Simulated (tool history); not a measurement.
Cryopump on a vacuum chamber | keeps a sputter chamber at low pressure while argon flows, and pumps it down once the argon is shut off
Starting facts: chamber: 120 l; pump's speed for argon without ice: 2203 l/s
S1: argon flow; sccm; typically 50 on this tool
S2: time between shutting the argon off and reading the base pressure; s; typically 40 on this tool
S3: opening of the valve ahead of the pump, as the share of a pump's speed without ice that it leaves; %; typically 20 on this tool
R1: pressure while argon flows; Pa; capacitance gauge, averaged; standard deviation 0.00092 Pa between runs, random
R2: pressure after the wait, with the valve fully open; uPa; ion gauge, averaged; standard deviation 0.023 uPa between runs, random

run	hour	S1	S2	S3	R1	R2
1	0.0	50	40	20	0.2027	1.09
2	6.6	50	40	20	0.1996	1.05
3	17.4	50	40	20	0.2014	1.08
4	29.3	50	40	20	0.1999	1.10
5	38.8	50	40	20	0.2029	1.14
6	48.4	50	40	20	0.2043	1.11
7	58.1	88	40	20	0.3568	1.12
8	66.0	88	40	20	0.3582	1.09
9	75.5	88	40	20	0.3572	1.15
10	85.9	88	40	20	0.3558	1.12
11	98.5	50	116	20	0.2026	0.75
12	112.7	50	40	19	0.2137	1.18
13	126.1	50	40	19	0.2143	1.14
14	135.2	50	40	46	0.0953	1.19
15	142.0	50	40	46	0.0952	1.24
16	152.7	50	40	46	0.0960	1.19
17	165.4	50	40	39	0.1115	1.20
18	177.1	50	40	39	0.1120	1.30
19	191.0	79	172	20	0.3240	0.87
20	201.4	50	40	52	0.0870	1.28
21	213.9	85	40	20	0.3480	1.28
22	221.7	27	40	20	0.1111	1.31
23	228.7	27	40	20	0.1106	1.31
24	237.7	24	26	26	0.0773	1.63

What would each run have given without the hidden state, its run-to-run variation left as it was?
What the log doesn't record here: pump's speed, % of a pump's without ice; cold plate's temperature, K; leak into the chamber, uPa l/s; drift of the gauge itself on working_pa, %; drift of the gauge itself on base_upa, %.
run	R1	R2
1	0.1931	0.75
2	0.1901	0.71
3	0.1916	0.74
4	0.1900	0.73
5	0.1927	0.76
6	0.1939	0.72
7	0.3382	0.74
8	0.3392	0.70
9	0.3380	0.74
10	0.3363	0.71
11	0.1912	0.32
12	0.2020	0.73
13	0.2023	0.69
14	0.0831	0.72
15	0.0830	0.76
16	0.0834	0.72
17	0.0987	0.71
18	0.0988	0.78
19	0.3029	0.32
20	0.0734	0.74
21	0.3245	0.73
22	0.1036	0.76
23	0.1030	0.73
24	0.0704	1.06
